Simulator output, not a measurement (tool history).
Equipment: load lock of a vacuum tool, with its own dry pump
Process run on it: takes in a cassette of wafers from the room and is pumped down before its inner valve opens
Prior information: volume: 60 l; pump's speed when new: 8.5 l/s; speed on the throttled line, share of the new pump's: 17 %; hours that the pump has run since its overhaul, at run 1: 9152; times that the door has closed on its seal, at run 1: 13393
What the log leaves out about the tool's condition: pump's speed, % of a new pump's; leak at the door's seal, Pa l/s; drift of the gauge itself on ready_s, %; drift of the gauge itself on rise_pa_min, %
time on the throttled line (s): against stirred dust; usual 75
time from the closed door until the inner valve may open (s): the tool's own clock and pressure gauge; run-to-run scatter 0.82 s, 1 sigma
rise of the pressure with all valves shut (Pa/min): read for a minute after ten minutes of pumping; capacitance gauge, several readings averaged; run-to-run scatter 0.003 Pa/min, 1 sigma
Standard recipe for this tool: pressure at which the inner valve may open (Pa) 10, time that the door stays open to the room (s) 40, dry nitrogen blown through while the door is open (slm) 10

run	hour	time on the throttled line (s)	pressure at which the inner valve may open (Pa)	time that the door stays open to the room (s)	dry nitrogen blown through while the door is open (slm)	hours that the pump has run since its overhaul	times that the door has closed on its seal	incoming humidity of the room's air, %	time from the closed door until the inner valve may open (s)	rise of the pressure with all valves shut (Pa/min)
1	0	75	10	40	10	9152	13393	44	133	0.055
2	171.1	75	10	40	10	9323	13672	44.5	134.1	0.053
3	361.4	75	10	40	10	9513	13982	45.4	134.3	0.054
4	547.8	75	10	40	10	9700	14286	43.8	132.9	0.057
5	669.3	75	10	40	10	9821	14484	48.9	132.7	0.063
6	857.1	75	10	40	10	10009	14789	43	132.4	0.054
7	998.1	75	10	40	10	10150	15019	46	133.4	0.064
8	1145.3	117	10	40	10	10297	15259	45	169.7	0.064
9	1253.9	117	10	40	10	10406	15436	44	166.6	0.057
10	1425	75	10	40	10	10577	15714	47.1	133.5	0.061
11	1537.2	75	10	40	10	10689	15897	43.3	134	0.057
12	1697.4	75	10	40	10	10849	16158	47	134.8	0.063
13	1866.5	75	10	40	10	11018	16433	44	134	0.067
14	2031.8	75	10	32	10	11183	16703	45.3	134.9	0.062
15	2158.1	75	10	32	10	11310	16908	45.4	135	0.066
16	2404.4	75	19	27	10	11556	17310	46.6	128.8	0.06
17	2647.6	60	19	96	7	11799	17706	45.4	118	0.084
18	2898.5	80	19	54	10	12050	18114	42.9	132.6	0.066
19	3009.8	75	12	229	7	12162	18296	51.4	133.7	0.095
20	3227.9	75	12	229	7	12380	18651	43	132.5	0.086
21	3355.5	75	12	229	7	12507	18859	42.3	133	0.088
22	3536.7	44	15	105	18	12688	19154	45.5	107.4	0.072
23	3705.7	75	12	40	11	12857	19429	43.5	133.7	0.069
24	3930.2	64	13	40	5	13082	19795	43.5	124.8	0.079
25	4104.7	64	10	40	36	13256	20079	46	127.9	0.07
26	4296.8	64	10	40	36	13448	20392	40.8	127.6	0.069
27	4524.3	64	7	48	36	13676	20763	43.8	130.5	0.069
28	4697.6	79	15	95	10	13849	21045	41.7	135.6	0.084
29	4925.8	53	10	40	5	14078	21417	44.5	117.3	0.088
30	5137.3	64	9	37	13	14289	21761	44.9	127.6	0.082

What if the next run were any one of these 3? Each begins from the tool's condition after run 30:
A	5326.5	39	9	131	4	14478	22069	44.4	?	?
B	5326.5	64	17	118	7	14478	22069	44.8	?	?
C	5326.5	98	9	54	13	14478	22069	40.5	?	?

run	time from the closed door until the inner valve may open (s)	rise of the pressure with all valves shut (Pa/min)
A	109.2	0.097
B	123.1	0.101
C	155.7	0.08
Without the tool's hidden state the same runs would have given:
run	time from the closed door until the inner valve may open (s)	rise of the pressure with all valves shut (Pa/min)
A	98.9	0.038
B	114.4	0.04
C	147.1	0.02
